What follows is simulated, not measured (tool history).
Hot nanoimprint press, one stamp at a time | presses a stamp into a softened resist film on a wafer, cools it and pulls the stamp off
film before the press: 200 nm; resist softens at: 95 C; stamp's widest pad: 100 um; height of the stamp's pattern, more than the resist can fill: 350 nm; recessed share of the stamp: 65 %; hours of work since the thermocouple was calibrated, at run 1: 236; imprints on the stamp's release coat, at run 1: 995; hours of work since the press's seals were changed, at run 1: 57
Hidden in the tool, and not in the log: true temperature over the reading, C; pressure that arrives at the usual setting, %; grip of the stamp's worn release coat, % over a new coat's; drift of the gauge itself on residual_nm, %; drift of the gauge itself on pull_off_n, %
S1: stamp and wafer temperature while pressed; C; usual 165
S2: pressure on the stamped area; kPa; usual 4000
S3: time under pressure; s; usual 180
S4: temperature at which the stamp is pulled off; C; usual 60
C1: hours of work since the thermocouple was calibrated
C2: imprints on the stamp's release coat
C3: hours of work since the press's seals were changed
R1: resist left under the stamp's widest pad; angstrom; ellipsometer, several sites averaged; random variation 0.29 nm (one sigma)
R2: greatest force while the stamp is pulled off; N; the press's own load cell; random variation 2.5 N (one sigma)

| run | hour | S1 | S2 | S3 | S4 | C1 | C2 | C3 | R1 | R2 |
|---|---|---|---|---|---|---|---|---|---|---|
| 1 | 0.0 | 165 | 4000 | 180 | 60 | 236 | 995 | 57 | 733 | 119 |
| 2 | 7.8 | 160 | 4000 | 180 | 60 | 242 | 1036 | 63 | 952 | 114 |
| 3 | 18.5 | 160 | 4000 | 180 | 60 | 251 | 1094 | 71 | 946 | 112 |
| 4 | 29.0 | 160 | 4000 | 180 | 60 | 258 | 1150 | 79 | 954 | 116 |
| 5 | 38.4 | 160 | 4000 | 180 | 60 | 266 | 1201 | 86 | 953 | 116 |
| 6 | 43.5 | 160 | 4000 | 180 | 60 | 270 | 1228 | 90 | 959 | 115 |
|  | 47.0 | plate thermocouple calibrated |
| 7 | 54.2 | 165 | 4000 | 180 | 60 | 5 | 1270 | 96 | 735 | 118 |
| 8 | 61.4 | 165 | 4000 | 180 | 60 | 11 | 1308 | 101 | 733 | 117 |
| 9 | 67.1 | 165 | 6040 | 180 | 60 | 15 | 1338 | 105 | 601 | 105 |
| 10 | 71.9 | 165 | 4000 | 180 | 60 | 19 | 1364 | 109 | 737 | 117 |
| 11 | 83.0 | 165 | 4000 | 195 | 60 | 27 | 1424 | 118 | 709 | 114 |
| 12 | 94.4 | 165 | 4000 | 195 | 60 | 36 | 1485 | 126 | 704 | 113 |
| 13 | 101.4 | 165 | 4000 | 195 | 60 | 41 | 1523 | 132 | 712 | 115 |
| 14 | 109.9 | 165 | 4000 | 166 | 60 | 48 | 1568 | 138 | 754 | 114 |
| 15 | 119.4 | 165 | 4000 | 180 | 51 | 55 | 1619 | 145 | 734 | 137 |
|  | 127.0 | stamp cleaned and given a new release coat |
| 16 | 130.8 | 161 | 4000 | 179 | 60 | 59 | 20 | 149 | 908 | 110 |

The next listed run, before its measurement:
| 17 | 136.5 | 165 | 3110 | 180 | 56 | 63 | 51 | 154 | ? | ? |

{"run 17": {"R1": 828, "R2": 125}}
Without the tool's hidden state the same run would have given R1 828 angstrom, R2 125 N.
